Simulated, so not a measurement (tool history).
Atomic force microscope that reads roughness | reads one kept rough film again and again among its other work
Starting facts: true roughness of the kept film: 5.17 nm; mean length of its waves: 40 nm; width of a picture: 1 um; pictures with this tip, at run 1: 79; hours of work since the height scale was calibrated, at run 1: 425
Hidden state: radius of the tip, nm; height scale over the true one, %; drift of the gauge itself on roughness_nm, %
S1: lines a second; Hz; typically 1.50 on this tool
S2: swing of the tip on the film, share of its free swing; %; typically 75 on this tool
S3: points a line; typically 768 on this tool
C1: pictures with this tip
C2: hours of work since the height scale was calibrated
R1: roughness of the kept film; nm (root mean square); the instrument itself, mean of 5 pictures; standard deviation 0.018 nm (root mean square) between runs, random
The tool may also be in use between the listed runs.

| run | day | S1 | S2 | S3 | C1 | C2 | R1 |
|---|---|---|---|---|---|---|---|
| 1 | 0.000 | 1.50 | 75 | 768 | 79 | 425 | 3.728 |
| 2 | 0.392 | 1.50 | 75 | 768 | 93 | 432 | 3.630 |
| 3 | 0.704 | 1.50 | 75 | 768 | 104 | 437 | 3.570 |
| 4 | 1.117 | 1.50 | 75 | 306 | 119 | 444 | 3.462 |
| 5 | 1.779 | 1.50 | 69 | 768 | 143 | 456 | 3.409 |
| 6 | 2.433 | 1.50 | 75 | 768 | 167 | 467 | 3.250 |
| 7 | 2.888 | 1.50 | 75 | 768 | 183 | 475 | 3.170 |
| 8 | 3.221 | 1.50 | 75 | 515 | 195 | 481 | 3.140 |
| 9 | 3.512 | 1.50 | 75 | 515 | 206 | 486 | 3.053 |
|  | 3.612 | new tip fitted |
| 10 | 4.158 | 1.50 | 75 | 515 | 20 | 497 | 4.152 |
| 11 | 4.625 | 1.50 | 74 | 768 | 36 | 505 | 4.039 |
| 12 | 5.021 | 1.50 | 74 | 768 | 51 | 512 | 3.924 |
| 13 | 5.329 | 1.50 | 74 | 550 | 62 | 517 | 3.845 |
| 14 | 5.804 | 1.50 | 74 | 550 | 79 | 526 | 3.706 |
| 15 | 6.362 | 1.50 | 74 | 550 | 99 | 535 | 3.575 |
| 16 | 6.925 | 1.50 | 74 | 550 | 120 | 545 | 3.495 |
| 17 | 7.538 | 1.50 | 75 | 913 | 142 | 556 | 3.379 |
| 18 | 8.212 | 1.50 | 69 | 768 | 166 | 568 | 3.252 |
| 19 | 8.854 | 1.50 | 69 | 768 | 189 | 579 | 3.184 |
| 20 | 9.317 | 1.50 | 69 | 768 | 206 | 587 | 3.102 |
|  | 9.450 | new tip fitted |
| 21 | 9.742 | 1.50 | 69 | 768 | 11 | 594 | 4.290 |
| 22 | 10.158 | 1.50 | 69 | 768 | 26 | 601 | 4.169 |
| 23 | 10.462 | 1.50 | 69 | 768 | 37 | 607 | 4.053 |
| 24 | 10.912 | 1.82 | 70 | 286 | 53 | 615 | 3.877 |
| 25 | 11.350 | 2.61 | 75 | 529 | 69 | 622 | 3.644 |
| 26 | 11.867 | 0.55 | 57 | 550 | 87 | 631 | 3.799 |
| 27 | 12.471 | 0.80 | 71 | 768 | 109 | 642 | 3.627 |
| 28 | 12.817 | 1.36 | 86 | 422 | 122 | 648 | 3.348 |
| 29 | 13.488 | 1.41 | 75 | 461 | 146 | 660 | 3.357 |
| 30 | 14.042 | 1.41 | 75 | 461 | 166 | 669 | 3.260 |
| 31 | 14.758 | 0.94 | 61 | 768 | 192 | 682 | 3.244 |
|  | 15.275 | new tip fitted |
| 32 | 15.321 | 0.94 | 61 | 768 | 2 | 691 | 4.449 |

Forecast run 33:
| 33 | 15.929 | 1.50 | 66 | 395 | 24 | 702 | ? |

Run 33 produced R1 4.167 nm (root mean square).
If the tool had no hidden condition, the same run with the same run-to-run variation would have returned R1 4.407 nm (root mean square).
